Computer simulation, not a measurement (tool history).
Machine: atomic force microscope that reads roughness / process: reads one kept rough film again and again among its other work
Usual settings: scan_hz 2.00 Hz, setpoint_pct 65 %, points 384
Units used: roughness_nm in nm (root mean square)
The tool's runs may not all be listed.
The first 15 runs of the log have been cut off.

run,hour,scan_hz,setpoint_pct,points,pictures with this tip,hours of work since the height scale was calibrated,roughness_nm
# hour 337.7: new tip fitted
16,349.8,0.91,65,279,30,48,3.127
17,364.2,3.02,66,899,67,59,2.785
18,392.8,2.52,66,667,139,81,2.736
# hour 396.4: new tip fitted
19,422.7,0.74,62,428,66,104,3.101
20,446.8,1.30,60,384,127,122,2.979
# hour 454.9: new tip fitted
21,471.9,2.44,64,871,43,141,2.932
22,486.1,0.72,89,655,79,152,2.822
23,508.6,1.17,83,261,136,169,2.700
# hour 514.0: new tip fitted
24,527.0,1.21,74,369,32,183,2.950
25,546.8,2.00,70,598,82,198,2.801
# hour 572.6: new tip fitted
26,580.0,0.73,71,763,19,223,3.138
27,611.2,0.73,71,763,97,247,2.997
# hour 632.2: new tip fitted
28,643.3,2.01,82,419,28,272,2.599
29,665.2,1.16,64,419,83,288,3.002
# hour 691.3: new tip fitted
30,694.0,1.20,73,384,7,310,2.998

Branching from run 30: 4 alternative next runs. What would each branch give?
A,710.2,0.54,65,851,48,322,?
B,710.2,0.75,65,964,48,322,?
C,710.2,0.78,66,678,48,322,?
D,710.2,0.99,64,950,48,322,?

run,roughness_nm
A,3.122
B,3.121
C,3.074
D,3.065
With no hidden state in the tool, these same runs would have given:
run,roughness_nm
A,3.222
B,3.221
C,3.173
D,3.164

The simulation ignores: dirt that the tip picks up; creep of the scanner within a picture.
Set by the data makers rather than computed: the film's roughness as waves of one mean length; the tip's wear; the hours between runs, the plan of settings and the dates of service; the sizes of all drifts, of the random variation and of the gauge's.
